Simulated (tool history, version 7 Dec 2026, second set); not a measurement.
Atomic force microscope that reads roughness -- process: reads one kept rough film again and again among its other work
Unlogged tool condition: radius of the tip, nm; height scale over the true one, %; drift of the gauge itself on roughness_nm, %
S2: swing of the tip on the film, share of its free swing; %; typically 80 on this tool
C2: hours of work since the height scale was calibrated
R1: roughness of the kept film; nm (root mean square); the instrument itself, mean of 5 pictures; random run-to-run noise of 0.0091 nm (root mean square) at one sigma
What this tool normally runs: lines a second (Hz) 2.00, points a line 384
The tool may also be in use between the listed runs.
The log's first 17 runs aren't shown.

{"run": 18, "hour": 111.3, "lines a second (Hz)": 2.0, "S2": 80, "points a line": 384, "pictures with this tip": 14, "C2": 158, "R1": 1.802}
{"run": 19, "hour": 118.1, "lines a second (Hz)": 2.0, "S2": 80, "points a line": 384, "pictures with this tip": 26, "C2": 163, "R1": 1.642}
{"hour": 119.6, "done": "height scale calibrated on a step standard"}
{"run": 20, "hour": 126.5, "lines a second (Hz)": 2.0, "S2": 80, "points a line": 384, "pictures with this tip": 39, "C2": 4, "R1": 1.486}
{"run": 21, "hour": 135.2, "lines a second (Hz)": 1.24, "S2": 77, "points a line": 321, "pictures with this tip": 55, "C2": 10, "R1": 1.45}
{"run": 22, "hour": 144.1, "lines a second (Hz)": 1.37, "S2": 77, "points a line": 321, "pictures with this tip": 70, "C2": 15, "R1": 1.323}
{"run": 23, "hour": 149.6, "lines a second (Hz)": 2.43, "S2": 80, "points a line": 996, "pictures with this tip": 80, "C2": 19, "R1": 1.146}
{"hour": 158.1, "done": "new tip fitted"}
{"run": 24, "hour": 159.6, "lines a second (Hz)": 2.43, "S2": 80, "points a line": 485, "pictures with this tip": 3, "C2": 25, "R1": 1.902}
{"run": 25, "hour": 168.7, "lines a second (Hz)": 2.43, "S2": 80, "points a line": 485, "pictures with this tip": 19, "C2": 30, "R1": 1.645}
{"run": 26, "hour": 175.0, "lines a second (Hz)": 2.43, "S2": 80, "points a line": 485, "pictures with this tip": 30, "C2": 34, "R1": 1.503}

What will run 27 give?
{"hour": 177.0, "done": "height scale calibrated on a step standard, once more"}
{"run": 27, "hour": 180.8, "lines a second (Hz)": 2.43, "S2": 80, "points a line": 485, "pictures with this tip": 39, "C2": 2, "R1": "?"}

{"run 27": {"R1": 1.428}}
Minus the tool's unlogged condition, the same run would have read R1 1.988 nm (root mean square).
